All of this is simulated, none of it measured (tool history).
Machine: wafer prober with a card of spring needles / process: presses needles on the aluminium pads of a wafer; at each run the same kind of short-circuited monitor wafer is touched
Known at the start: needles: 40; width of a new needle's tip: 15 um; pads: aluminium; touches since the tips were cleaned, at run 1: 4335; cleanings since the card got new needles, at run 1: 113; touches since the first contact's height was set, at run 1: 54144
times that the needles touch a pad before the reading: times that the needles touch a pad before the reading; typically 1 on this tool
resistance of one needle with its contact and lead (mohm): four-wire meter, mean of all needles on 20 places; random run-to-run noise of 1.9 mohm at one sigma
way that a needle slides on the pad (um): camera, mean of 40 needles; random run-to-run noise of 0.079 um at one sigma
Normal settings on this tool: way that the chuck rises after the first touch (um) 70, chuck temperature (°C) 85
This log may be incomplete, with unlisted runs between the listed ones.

run	hour	way that the chuck rises after the first touch (um)	chuck temperature (°C)	times that the needles touch a pad before the reading	touches since the tips were cleaned	cleanings since the card got new needles	touches since the first contact's height was set	resistance of one needle with its contact and lead (mohm)	way that a needle slides on the pad (um)
1	0	70	85	1	4335	113	54144	201	17.84
# hour 10.5: tips cleaned on abrasive film
# hour 38.4: tips cleaned on abrasive film
2	51.6	70	85	1	4367	115	71138	199	17.73
# hour 62.3: tips cleaned on abrasive film
# hour 87: tips cleaned on abrasive film
# hour 111.7: tips cleaned on abrasive film
3	117	70	85	1	1768	118	92642	202	17.87
# hour 136.8: tips cleaned on abrasive film
4	150.6	70	85	1	4566	119	103695	201	17.81
# hour 162.3: tips cleaned on abrasive film
# hour 187.6: tips cleaned on abrasive film
5	202.7	70	85	1	4982	121	120834	205	17.63
# hour 211.9: tips cleaned on abrasive film
# hour 238: tips cleaned on abrasive film
# hour 266.2: tips cleaned on abrasive film
6	266.2	70	85	1	0	124	141717	203	17.71
# hour 290.2: tips cleaned on abrasive film
# hour 304.6: height of the first contact set anew
# hour 317.2: tips cleaned on abrasive film
7	321.7	70	85	1	1474	126	5609	199	17.65
# hour 341.1: tips cleaned on abrasive film
# hour 365: tips cleaned on abrasive film
8	373.8	70	85	1	2910	128	22744	203	17.59
# hour 388.3: tips cleaned on abrasive film
# hour 412: tips cleaned on abrasive film
9	431.6	70	85	2	6483	130	41776	203	17.6
# hour 435.9: tips cleaned on abrasive film
# hour 461.6: tips cleaned on abrasive film
10	462.6	70	85	2	328	132	51945	199	17.57
# hour 489.6: tips cleaned on abrasive film
# hour 515: tips cleaned on abrasive film
11	536.2	70	85	2	7017	134	76210	201	17.54
# hour 541.6: tips cleaned on abrasive film
# hour 567.1: tips cleaned on abrasive film
# hour 592.9: tips cleaned on abrasive film
12	592.9	70	85	2	0	137	94835	198	17.4
# hour 617.3: tips cleaned on abrasive film
# hour 642.5: tips cleaned on abrasive film
13	658.7	70	85	1	5366	139	116519	201	17.33
# hour 670.3: tips cleaned on abrasive film
# hour 697.3: tips cleaned on abrasive film
# hour 721.7: tips cleaned on abrasive film
14	731.5	70	85	1	3225	142	140452	204	17.43
# hour 746.1: tips cleaned on abrasive film
# hour 771.9: tips cleaned on abrasive film
# hour 772.2: height of the first contact set anew
15	785.2	70	85	1	4305	144	4305	199	17.31
# hour 797.7: gauge calibrated
# hour 797.8: tips cleaned on abrasive film
# hour 822.6: tips cleaned on abrasive film
16	824.6	70	85	2	656	146	17267	200	17.9
# hour 848.9: tips cleaned on abrasive film
# hour 874.3: tips cleaned on abrasive film
17	881.7	70	85	2	2468	148	36071	201	17.78
# hour 899.6: tips cleaned on abrasive film
# hour 925.2: tips cleaned on abrasive film
18	927.1	65	75	2	636	150	50998	201	16.65
# hour 950.3: tips cleaned on abrasive film
# hour 977: tips cleaned on abrasive film
19	992	63	122	1	4936	152	72357	211	16.07
# hour 1002.3: tips cleaned on abrasive film
# hour 1026.9: tips cleaned on abrasive film
20	1037.1	54	98	1	3361	154	87194	206	13.75
# hour 1051.2: tips cleaned on abrasive film
21	1067	54	98	1	5205	155	97030	208	13.66
# hour 1074.9: tips cleaned on abrasive film
# hour 1101.3: tips cleaned on abrasive film
22	1118.9	63	98	3	5822	157	114118	207	15.84
# hour 1124.8: tips cleaned on abrasive film
# hour 1151.5: tips cleaned on abrasive film
23	1157.1	81	99	3	1863	159	126678	201	20.46
# hour 1178.7: tips cleaned on abrasive film
# hour 1203.7: tips cleaned on abrasive film
# hour 1229.5: tips cleaned on abrasive film
24	1231.5	82	85	1	650	162	151135	201	20.62
# hour 1243.4: height of the first contact set anew
# hour 1255.2: tips cleaned on abrasive film
25	1262.6	57	41	1	2434	163	6319	196	14.31
# hour 1281.9: tips cleaned on abrasive film
26	1294.1	57	53	2	4034	164	16694	196	14.29
# hour 1307.7: tips cleaned on abrasive film
# hour 1331.1: tips cleaned on abrasive film
27	1331.1	52	46	3	0	166	28839	199	13.02
# hour 1358.2: tips cleaned on abrasive film
# hour 1384.2: tips cleaned on abrasive film
28	1401.3	52	46	3	5643	168	51988	196	13.15
# hour 1410.6: tips cleaned on abrasive film
# hour 1437.1: tips cleaned on abrasive film
29	1437.1	52	46	3	0	170	63751	197	12.97
# hour 1461.1: tips cleaned on abrasive film
30	1480.4	52	29	1	6400	171	78022	192	12.81

Below are 3 alternative next runs, each starting from the tool's condition after run 30. Predict each:
# hour 1489.7: tips cleaned on abrasive film
# hour 1518: tips cleaned on abrasive film
A	1519.9	78	89	2	639	173	90995	?	?
# hour 1489.7: tips cleaned on abrasive film
# hour 1518: tips cleaned on abrasive film
B	1519.9	70	105	2	639	173	90995	?	?
# hour 1489.7: tips cleaned on abrasive film
# hour 1518: tips cleaned on abrasive film
C	1519.9	53	32	2	639	173	90995	?	?

run	resistance of one needle with its contact and lead (mohm)	way that a needle slides on the pad (um)
A	199	19.5
B	207	17.41
C	191	13.24
Had the tool no hidden state, the same runs would have come out as:
run	resistance of one needle with its contact and lead (mohm)	way that a needle slides on the pad (um)
A	199	19.98
B	206	17.84
C	190	13.57
